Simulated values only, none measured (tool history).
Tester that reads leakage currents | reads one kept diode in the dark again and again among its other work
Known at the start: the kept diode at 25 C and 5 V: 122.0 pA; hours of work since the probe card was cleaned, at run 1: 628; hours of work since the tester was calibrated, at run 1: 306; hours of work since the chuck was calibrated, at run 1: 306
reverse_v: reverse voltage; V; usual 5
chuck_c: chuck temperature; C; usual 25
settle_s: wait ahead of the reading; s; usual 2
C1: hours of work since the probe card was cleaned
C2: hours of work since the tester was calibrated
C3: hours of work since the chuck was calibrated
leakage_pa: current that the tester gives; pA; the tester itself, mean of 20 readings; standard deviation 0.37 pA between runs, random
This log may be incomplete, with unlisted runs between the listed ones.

run 1 hour=0 | reverse_v=5 chuck_c=25 settle_s=2 | C1=628 C2=306 C3=306 | leakage_pa=123.6
run 2 hour=188.5 | reverse_v=5 chuck_c=25 settle_s=2 | C1=761 C2=438 C3=438 | leakage_pa=123.15
run 3 hour=387.5 | reverse_v=5 chuck_c=25 settle_s=2 | C1=900 C2=578 C3=578 | leakage_pa=123.18
run 4 hour=553.9 | reverse_v=5 chuck_c=48 settle_s=2 | C1=1017 C2=695 C3=695 | leakage_pa=792.7
run 5 hour=682.9 | reverse_v=5 chuck_c=48 settle_s=2 | C1=1108 C2=785 C3=785 | leakage_pa=785.88
run 6 hour=943.7 | reverse_v=5 chuck_c=20 settle_s=2 | C1=1291 C2=969 C3=969 | leakage_pa=80.18
run 7 hour=1108.4 | reverse_v=5 chuck_c=36 settle_s=2 | C1=1407 C2=1084 C3=1084 | leakage_pa=307.19
run 8 hour=1277.6 | reverse_v=9.41 chuck_c=25 settle_s=2 | C1=1526 C2=1203 C3=1203 | leakage_pa=168.97
-- hour=1338.5 chuck's temperature calibrated
run 9 hour=1401.7 | reverse_v=9.41 chuck_c=25 settle_s=2 | C1=1612 C2=1289 C3=44 | leakage_pa=176.49
run 10 hour=1545.3 | reverse_v=5 chuck_c=25 settle_s=2 | C1=1713 C2=1390 C3=145 | leakage_pa=128.39
run 11 hour=1666.4 | reverse_v=8.48 chuck_c=27 settle_s=1.1 | C1=1798 C2=1475 C3=230 | leakage_pa=197.07
run 12 hour=1826 | reverse_v=8.48 chuck_c=27 settle_s=1.1 | C1=1910 C2=1587 C3=343 | leakage_pa=196.97
run 13 hour=1936.6 | reverse_v=5 chuck_c=56 settle_s=2 | C1=1987 C2=1665 C3=420 | leakage_pa=1449.26
run 14 hour=2149.2 | reverse_v=9.64 chuck_c=24 settle_s=3.92 | C1=2137 C2=1814 C3=570 | leakage_pa=164.47
run 15 hour=2313.2 | reverse_v=9.64 chuck_c=24 settle_s=3.92 | C1=2252 C2=1929 C3=685 | leakage_pa=163.89
run 16 hour=2421.8 | reverse_v=9.64 chuck_c=24 settle_s=3.92 | C1=2328 C2=2006 C3=761 | leakage_pa=164.31
run 17 hour=2573 | reverse_v=5 chuck_c=24 settle_s=0.51 | C1=2435 C2=2112 C3=867 | leakage_pa=118.76
run 18 hour=2708.8 | reverse_v=5 chuck_c=24 settle_s=0.51 | C1=2530 C2=2207 C3=963 | leakage_pa=118.38
run 19 hour=2936.3 | reverse_v=9.55 chuck_c=45 settle_s=2 | C1=2690 C2=2367 C3=1123 | leakage_pa=854.19

Measured minus without-hidden-state, run by run (identical run-to-run variation in each term; gauge scatter may differ):
What the log doesn't record here: stray current of the dirty probe card, pA a volt; current scale over the true one, %; true chuck temperature over the reading, C; drift of the gauge itself on leakage_pa, %.
run=1 leakage_pa=+1.09
run=2 leakage_pa=+0.89
run=3 leakage_pa=+0.69
run=4 leakage_pa=-14.48
run=5 leakage_pa=-16.39
run=6 leakage_pa=+1.67
run=7 leakage_pa=-6.79
run=8 leakage_pa=+2.7
run=9 leakage_pa=+10.75
run=10 leakage_pa=+5.52
run=11 leakage_pa=+9.2
run=12 leakage_pa=+9.11
run=13 leakage_pa=-8.3
run=14 leakage_pa=+11.13
run=15 leakage_pa=+11.15
run=16 leakage_pa=+11.16
run=17 leakage_pa=+4.76
run=18 leakage_pa=+4.64
run=19 leakage_pa=-13.15
